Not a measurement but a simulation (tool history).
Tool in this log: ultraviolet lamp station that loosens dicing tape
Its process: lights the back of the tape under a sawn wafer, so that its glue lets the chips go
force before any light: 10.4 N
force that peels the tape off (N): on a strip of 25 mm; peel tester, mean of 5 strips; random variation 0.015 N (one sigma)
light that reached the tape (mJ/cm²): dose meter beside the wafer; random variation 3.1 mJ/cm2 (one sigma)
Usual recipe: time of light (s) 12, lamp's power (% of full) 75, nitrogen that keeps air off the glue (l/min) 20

| run | hour | time of light (s) | lamp's power (% of full) | nitrogen that keeps air off the glue (l/min) | force that peels the tape off (N) | light that reached the tape (mJ/cm²) |
|---|---|---|---|---|---|---|
| 1 | 0.0 | 12 | 75 | 20 | 0.924 | 421 |
| 2 | 30.2 | 21 | 75 | 20 | 0.314 | 739 |
| 3 | 75.1 | 12 | 75 | 20 | 0.966 | 412 |
| 4 | 108.8 | 12 | 75 | 20 | 0.975 | 411 |
| 5 | 159.2 | 12 | 75 | 20 | 1.041 | 401 |
| 6 | 189.3 | 12 | 75 | 20 | 1.037 | 393 |
| 7 | 230.1 | 20 | 75 | 20 | 0.392 | 651 |
| 8 | 277.2 | 12 | 84 | 20 | 0.877 | 437 |
| 9 | 324.4 | 8 | 84 | 20 | 1.904 | 284 |
| 10 | 352.0 | 8 | 84 | 20 | 1.918 | 281 |
| 11 | 391.6 | 8 | 84 | 20 | 1.991 | 279 |
| 12 | 433.0 | 12 | 75 | 40 | 0.815 | 368 |
| 13 | 485.9 | 12 | 75 | 20 | 1.287 | 357 |
| 14 | 519.2 | 12 | 75 | 20 | 1.280 | 357 |
| 15 | 570.2 | 12 | 75 | 10 | 1.998 | 344 |
| 16 | 593.5 | 12 | 75 | 20 | 1.358 | 343 |
| 17 | 622.0 | 12 | 75 | 20 | 1.370 | 338 |
| 18 | 678.6 | 12 | 75 | 20 | 1.493 | 333 |
| 19 | 710.4 | 12 | 75 | 20 | 1.472 | 330 |
|  | 722.7 | window cleaned of glue's vapour |
|  | 760.6 | lamp changed |
| 20 | 766.1 | 12 | 75 | 20 | 1.231 | 362 |
| 21 | 822.5 | 12 | 75 | 20 | 1.241 | 356 |
| 22 | 868.3 | 12 | 87 | 20 | 1.027 | 411 |
| 23 | 913.1 | 8 | 69 | 10 | 3.801 | 215 |
|  | 956.5 | window cleaned of glue's vapour, once more |
| 24 | 961.6 | 9 | 89 | 20 | 1.015 | 408 |
| 25 | 994.7 | 9 | 89 | 20 | 1.008 | 402 |
| 26 | 1051.3 | 7 | 93 | 27 | 1.309 | 313 |
| 27 | 1100.6 | 7 | 98 | 8 | 2.494 | 337 |

Expected results for the next run?
| 28 | 1135.1 | 8 | 62 | 20 | ? | ? |

Run 28 measured force that peels the tape off (N) 2.474, light that reached the tape (mJ/cm²) 239.
With the hidden condition absent and the run-to-run variation left alone, this run would have shown force that peels the tape off (N) 2.136, light that reached the tape (mJ/cm²) 265.
